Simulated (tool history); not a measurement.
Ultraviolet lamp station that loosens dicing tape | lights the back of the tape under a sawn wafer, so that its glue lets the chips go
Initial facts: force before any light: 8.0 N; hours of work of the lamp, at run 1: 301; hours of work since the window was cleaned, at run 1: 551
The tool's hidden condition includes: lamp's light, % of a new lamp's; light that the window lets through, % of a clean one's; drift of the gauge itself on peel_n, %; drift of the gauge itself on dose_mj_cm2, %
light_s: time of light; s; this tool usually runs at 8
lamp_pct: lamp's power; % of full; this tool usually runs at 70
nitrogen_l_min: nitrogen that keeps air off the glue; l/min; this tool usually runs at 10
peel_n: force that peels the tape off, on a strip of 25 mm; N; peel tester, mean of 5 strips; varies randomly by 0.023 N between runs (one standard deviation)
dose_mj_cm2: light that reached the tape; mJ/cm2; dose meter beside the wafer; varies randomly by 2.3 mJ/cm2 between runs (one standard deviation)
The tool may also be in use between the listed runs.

run     day  light_s  lamp_pct  nitrogen_l_min  hours of work of the lamp  hours of work since the window was cleaned  peel_n  dose_mj_cm2
  1       0        8        70              10                        301                                         551   1.138          213
  2   0.696        8        70              10                        309                                         559    1.15          209
      0.971  -- window cleaned of glue's vapour
  3   1.925        8        70               7                        322                                          10   1.414          211
  4    2.85        8        70               7                        332                                          20   1.436          213
  5   4.083        8        70               7                        345                                          34   1.368          214
  6   4.983        8        70               7                        354                                          43   1.412          214
  7   6.021        8        70               7                        366                                          54   1.381          212
  8   6.675        8        70              10                        373                                          61   1.124          213
  9   7.742        8        70              10                        384                                          73   1.144          211
 10   8.846       12        75               3                        396                                          85   0.994          339
 11     9.7        4        70              10                        405                                          94   2.955          105
 12  10.883       10        71              10                        418                                         107   0.698          271

Run 13 is up next; what results do you expect?
 13  11.908       14        62              10                        429                                         118       ?            ?

Run 13 produced peel_n 0.421 N, dose_mj_cm2 330 mJ/cm2.
Were there no unlogged condition in the tool, this run, its random variation unchanged, would have produced peel_n 0.42 N, dose_mj_cm2 331 mJ/cm2.
